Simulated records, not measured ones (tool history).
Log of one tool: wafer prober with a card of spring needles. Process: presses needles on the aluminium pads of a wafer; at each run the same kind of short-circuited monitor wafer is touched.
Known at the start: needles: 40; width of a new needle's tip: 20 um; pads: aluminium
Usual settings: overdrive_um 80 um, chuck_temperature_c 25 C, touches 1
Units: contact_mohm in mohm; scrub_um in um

Run 1, hour 0.0: usual settings. Result: contact_mohm 262 mohm, scrub_um 19.15 um.
Run 2, hour 10.3: usual settings. Result: contact_mohm 323 mohm, scrub_um 19.17 um.
Run 3, hour 18.5: usual settings. Result: contact_mohm 340 mohm, scrub_um 19.17 um.
At hour 24.8: tips cleaned on abrasive film.
Run 4, hour 27.8: usual settings. Result: contact_mohm 288 mohm, scrub_um 19.11 um.
Run 5, hour 34.7: usual settings. Result: contact_mohm 317 mohm, scrub_um 19.11 um.
Run 6, hour 40.1: usual settings. Result: contact_mohm 335 mohm, scrub_um 19.08 um.
At hour 49.7: tips cleaned on abrasive film.
Run 7, hour 52.2: usual settings but chuck_temperature_c 48 C. Result: contact_mohm 282 mohm, scrub_um 19.05 um.
Run 8, hour 63.5: usual settings but chuck_temperature_c 48 C. Result: contact_mohm 333 mohm, scrub_um 19.09 um.
At hour 74.0: tips cleaned on abrasive film.
Run 9, hour 74.8: usual settings. Result: contact_mohm 274 mohm, scrub_um 19.07 um.
Run 10, hour 82.6: usual settings but overdrive_um 82 um. Result: contact_mohm 313 mohm, scrub_um 19.57 um.
Run 11, hour 93.1: usual settings but overdrive_um 82 um. Result: contact_mohm 340 mohm, scrub_um 19.52 um.
At hour 98.7: tips cleaned on abrasive film.
Run 12, hour 105.9: usual settings but overdrive_um 82 um. Result: contact_mohm 305 mohm, scrub_um 19.48 um.
Run 13, hour 114.4: usual settings but overdrive_um 82 um. Result: contact_mohm 332 mohm, scrub_um 19.54 um.
Run 14, hour 122.5: usual settings but overdrive_um 82 um. Result: contact_mohm 344 mohm, scrub_um 19.54 um.
At hour 123.2: tips cleaned on abrasive film.
Run 15, hour 129.0: usual settings but overdrive_um 82 um, chuck_temperature_c 74 C. Result: contact_mohm 310 mohm, scrub_um 19.52 um.
Run 16, hour 141.1: usual settings but overdrive_um 82 um, chuck_temperature_c 74 C. Result: contact_mohm 345 mohm, scrub_um 19.49 um.
At hour 148.1: tips cleaned on abrasive film.
Run 17, hour 149.1: usual settings but chuck_temperature_c 34 C. Result: contact_mohm 277 mohm, scrub_um 18.95 um.
Run 18, hour 157.4: usual settings but overdrive_um 66 um, chuck_temperature_c 30 C. Result: contact_mohm 344 mohm, scrub_um 15.60 um.
Run 19, hour 167.3: usual settings but overdrive_um 60 um. Result: contact_mohm 404 mohm, scrub_um 14.20 um.
At hour 173.2: tips cleaned on abrasive film.
Run 20, hour 175.7: usual settings but overdrive_um 98 um, chuck_temperature_c 103 C. Result: contact_mohm 297 mohm, scrub_um 23.24 um.
Run 21, hour 186.9: usual settings but chuck_temperature_c 82 C. Result: contact_mohm 340 mohm, scrub_um 18.93 um.
Run 22, hour 194.9: usual settings but chuck_temperature_c 82 C. Result: contact_mohm 359 mohm, scrub_um 18.92 um.
At hour 198.0: tips cleaned on abrasive film.
At hour 199.3: height of the first contact set anew.
Run 23, hour 208.1: usual settings but overdrive_um 94 um, chuck_temperature_c 82 C, touches 2. Result: contact_mohm 297 mohm, scrub_um 22.54 um.
Run 24, hour 219.1: usual settings but overdrive_um 94 um, chuck_temperature_c 82 C, touches 2. Result: contact_mohm 313 mohm, scrub_um 22.54 um.

Forecast run 25:
At hour 223.1: tips cleaned on abrasive film.
Run 25, hour 230.5: usual settings but overdrive_um 93 um, chuck_temperature_c 33 C. Result: contact_mohm ?, scrub_um ?.

{"run 25": {"contact_mohm": 295, "scrub_um": 22.31}}
Without the tool's hidden state the same run would have given contact_mohm 260 mohm, scrub_um 22.34 um.
